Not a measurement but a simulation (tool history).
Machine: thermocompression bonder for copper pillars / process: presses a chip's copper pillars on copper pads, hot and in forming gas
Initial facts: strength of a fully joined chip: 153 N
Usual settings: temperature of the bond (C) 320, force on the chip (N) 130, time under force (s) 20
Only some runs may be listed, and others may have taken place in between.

run	hour	temperature of the bond (C)	force on the chip (N)	time under force (s)	force that shears a chip off (N)
1	0	320	130	20	102.9
2	7.8	320	130	20	103.4
3	16.9	320	130	20	103.4
4	22.6	320	130	20	102
5	28.2	343	130	20	123.1
6	36	320	130	20	99.4
7	46.4	320	130	20	101.6
8	55.4	324	130	20	103.3
9	64.3	324	130	20	102.9
10	71.5	324	130	20	102.7
11	78.7	324	130	20	102.7
12	88.3	324	130	48	122.4
13	96.1	320	130	20	96.5
14	100.4	320	130	20	96
15	106.5	320	130	20	95.7
16	112.8	320	130	20	96.1
# hour 114.9: force cell calibrated
17	120.4	320	130	20	94.5
18	125.9	320	130	20	94.8
19	131.8	320	130	20	95.5
20	138.2	320	130	20	94
# hour 144.5: force cell calibrated, once more
21	144.5	320	130	20	95.3
22	151.3	320	160	20	104.7
# hour 156.7: forming gas filter changed
23	158.5	320	160	20	116.3
24	168	333	96	49	121.8
25	173.3	311	193	20	115.6
26	180.7	320	183	29	129.1
27	190.4	320	183	29	127.7
28	198.4	297	139	31	92.3
29	207	325	139	23	111.7
30	211.9	347	84	23	104.8
31	219.5	311	168	18	101
32	225.6	326	188	20	124.3
33	230.6	326	175	16	114.9
34	240.1	320	97	37	97.6
35	248.7	320	97	37	97.6
36	258.2	310	81	45	82.2
37	263.7	310	81	45	81.6
38	270	310	81	45	81
39	279.7	310	81	45	80.7

What if the next run were any one of these 3? Each begins from the tool's condition after run 39:
A	285.1	345	137	20	?
B	285.1	329	81	45	?
C	285.1	325	110	13	?

run	force that shears a chip off (N)
A	117.8
B	98.9
C	80.2
With the hidden condition removed and each run's random variation left untouched, the same runs would have given:
run	force that shears a chip off (N)
A	131.5
B	112.1
C	92
